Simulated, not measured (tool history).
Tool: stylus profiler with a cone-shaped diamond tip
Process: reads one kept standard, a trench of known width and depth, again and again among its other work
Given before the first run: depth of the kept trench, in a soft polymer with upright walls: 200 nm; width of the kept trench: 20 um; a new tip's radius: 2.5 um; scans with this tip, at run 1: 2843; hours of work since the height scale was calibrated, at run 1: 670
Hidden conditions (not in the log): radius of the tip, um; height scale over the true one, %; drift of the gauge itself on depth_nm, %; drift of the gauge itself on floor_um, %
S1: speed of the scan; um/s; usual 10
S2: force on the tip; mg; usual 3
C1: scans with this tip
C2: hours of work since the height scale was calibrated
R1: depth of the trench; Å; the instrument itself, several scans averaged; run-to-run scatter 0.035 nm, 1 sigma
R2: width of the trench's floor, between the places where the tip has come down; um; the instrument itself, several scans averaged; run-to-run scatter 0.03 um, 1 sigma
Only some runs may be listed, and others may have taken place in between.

| run | day | S1 | S2 | C1 | C2 | R1 | R2 |
|---|---|---|---|---|---|---|---|
| 1 | 0 | 10 | 3 | 2843 | 670 | 2017.1 | 18.07 |
| 2 | 3.258 | 10 | 3 | 3067 | 722 | 2017.4 | 17.99 |
| 3 | 7.308 | 10 | 3 | 3345 | 788 | 2016.7 | 18 |
| 4 | 9.333 | 10 | 8.3 | 3484 | 820 | 2033.4 | 18.02 |
| 5 | 13.312 | 2 | 8.3 | 3757 | 885 | 2033.5 | 18.04 |
| 6 | 17.308 | 4 | 8.3 | 4032 | 949 | 2033.4 | 18.03 |
| 7 | 20.488 | 4 | 8.3 | 4250 | 1001 | 2033.2 | 18.09 |
| 8 | 24.104 | 4 | 8.3 | 4498 | 1059 | 2034.4 | 18.02 |
| 9 | 28.4 | 10 | 3 | 4793 | 1129 | 2016.4 | 18.01 |
| 10 | 31.208 | 10 | 3 | 4986 | 1174 | 2016.2 | 18.01 |
| 11 | 34.417 | 10 | 3 | 5206 | 1226 | 2017.6 | 18 |
| 12 | 36.662 | 10 | 3 | 5360 | 1262 | 2016.3 | 18.02 |
| 13 | 39.267 | 10 | 3 | 5539 | 1304 | 2016.5 | 17.96 |
| 14 | 41.212 | 10 | 3 | 5673 | 1336 | 2017 | 17.98 |
| 15 | 44 | 30 | 1.96 | 5864 | 1381 | 2012.4 | 17.93 |
| 16 | 46.85 | 30 | 8.64 | 6060 | 1427 | 2034.4 | 18 |
| 17 | 51.458 | 17 | 8.84 | 6376 | 1502 | 2034.8 | 18.04 |
| 18 | 54.396 | 17 | 8.84 | 6578 | 1549 | 2034.9 | 17.97 |
| 19 | 56.671 | 13 | 2.45 | 6734 | 1586 | 2014.5 | 18 |
| 20 | 59.058 | 3 | 3.38 | 6898 | 1624 | 2019.1 | 18.01 |
| 21 | 63.146 | 3 | 3.38 | 7179 | 1691 | 2018.2 | 18.06 |
| 22 | 65.942 | 4 | 3.63 | 7371 | 1736 | 2019.8 | 18.01 |
| 23 | 70.429 | 4 | 3.63 | 7679 | 1808 | 2019 | 18.04 |

Each row is a separate what-if for the run after 23, all from the same tool condition, not one after another. Results?
| A | 73.067 | 10 | 8.13 | 7860 | 1851 | ? | ? |
| B | 73.067 | 10 | 2.62 | 7860 | 1851 | ? | ? |
| C | 73.067 | 4 | 1.29 | 7860 | 1851 | ? | ? |
| D | 73.067 | 4 | 3.92 | 7860 | 1851 | ? | ? |

| run | R1 | R2 |
|---|---|---|
| A | 2033.2 | 18.04 |
| B | 2015.8 | 18.04 |
| C | 2009.8 | 18.01 |
| D | 2020.9 | 17.97 |
Without the tool's hidden state the same runs would have given:
| run | R1 | R2 |
|---|---|---|
| A | 2033.2 | 18.05 |
| B | 2015.7 | 18.05 |
| C | 2009.7 | 18.02 |
| D | 2020.8 | 17.98 |

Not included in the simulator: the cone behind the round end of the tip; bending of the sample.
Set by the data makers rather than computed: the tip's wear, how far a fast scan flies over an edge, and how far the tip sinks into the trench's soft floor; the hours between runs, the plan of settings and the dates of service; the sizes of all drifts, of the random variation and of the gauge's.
